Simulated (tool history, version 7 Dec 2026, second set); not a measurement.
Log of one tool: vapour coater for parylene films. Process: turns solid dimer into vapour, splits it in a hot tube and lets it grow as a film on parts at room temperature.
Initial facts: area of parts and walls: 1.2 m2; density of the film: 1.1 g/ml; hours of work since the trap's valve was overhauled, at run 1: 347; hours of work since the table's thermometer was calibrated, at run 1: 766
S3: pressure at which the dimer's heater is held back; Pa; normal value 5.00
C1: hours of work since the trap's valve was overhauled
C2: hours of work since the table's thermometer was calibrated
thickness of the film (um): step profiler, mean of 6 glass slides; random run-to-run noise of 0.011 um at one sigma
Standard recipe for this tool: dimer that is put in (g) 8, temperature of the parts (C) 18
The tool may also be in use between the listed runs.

{"run": 1, "hour": 0.0, "dimer that is put in (g)": 8, "temperature of the parts (C)": 18, "S3": 5.0, "C1": 347, "C2": 766, "thickness of the film (um)": 3.31}
{"run": 2, "hour": 77.0, "dimer that is put in (g)": 8, "temperature of the parts (C)": 18, "S3": 5.0, "C1": 381, "C2": 800, "thickness of the film (um)": 3.29}
{"run": 3, "hour": 153.9, "dimer that is put in (g)": 8, "temperature of the parts (C)": 23, "S3": 5.0, "C1": 415, "C2": 834, "thickness of the film (um)": 2.88}
{"run": 4, "hour": 226.6, "dimer that is put in (g)": 8, "temperature of the parts (C)": 18, "S3": 5.0, "C1": 447, "C2": 866, "thickness of the film (um)": 3.31}
{"run": 5, "hour": 293.4, "dimer that is put in (g)": 8, "temperature of the parts (C)": 18, "S3": 5.0, "C1": 476, "C2": 896, "thickness of the film (um)": 3.31}
{"run": 6, "hour": 339.9, "dimer that is put in (g)": 8, "temperature of the parts (C)": 18, "S3": 5.0, "C1": 497, "C2": 916, "thickness of the film (um)": 3.28}
{"run": 7, "hour": 401.9, "dimer that is put in (g)": 4, "temperature of the parts (C)": 18, "S3": 5.0, "C1": 524, "C2": 943, "thickness of the film (um)": 1.64}
{"run": 8, "hour": 439.2, "dimer that is put in (g)": 4, "temperature of the parts (C)": 18, "S3": 5.0, "C1": 541, "C2": 960, "thickness of the film (um)": 1.66}
{"run": 9, "hour": 478.2, "dimer that is put in (g)": 12, "temperature of the parts (C)": 15, "S3": 5.0, "C1": 558, "C2": 977, "thickness of the film (um)": 5.35}
{"run": 10, "hour": 528.2, "dimer that is put in (g)": 4, "temperature of the parts (C)": 18, "S3": 2.5, "C1": 580, "C2": 999, "thickness of the film (um)": 1.72}
{"run": 11, "hour": 591.5, "dimer that is put in (g)": 3, "temperature of the parts (C)": 12, "S3": 10.69, "C1": 608, "C2": 1027, "thickness of the film (um)": 1.39}
{"run": 12, "hour": 650.6, "dimer that is put in (g)": 4, "temperature of the parts (C)": 27, "S3": 4.26, "C1": 634, "C2": 1053, "thickness of the film (um)": 1.3}
{"run": 13, "hour": 686.5, "dimer that is put in (g)": 11, "temperature of the parts (C)": 18, "S3": 5.0, "C1": 650, "C2": 1069, "thickness of the film (um)": 4.5}

Subtracting, for every run, the result it would have given without the tool's unlogged condition from the measured result gives the following. The same run-to-run variation enters both numbers; the gauge's scatter may not:
Unlogged tool condition in this case: vapour lost through the trap's worn valve, %; true temperature of the parts over the reading, C; drift of the gauge itself on film_um, %.
run=1 thickness_of_the_film_(um)=+0.00
run=2 thickness_of_the_film_(um)=-0.01
run=3 thickness_of_the_film_(um)=+0.00
run=4 thickness_of_the_film_(um)=-0.01
run=5 thickness_of_the_film_(um)=-0.01
run=6 thickness_of_the_film_(um)=-0.02
run=7 thickness_of_the_film_(um)=-0.01
run=8 thickness_of_the_film_(um)=-0.01
run=9 thickness_of_the_film_(um)=-0.04
run=10 thickness_of_the_film_(um)=-0.02
run=11 thickness_of_the_film_(um)=-0.01
run=12 thickness_of_the_film_(um)=-0.01
run=13 thickness_of_the_film_(um)=-0.04
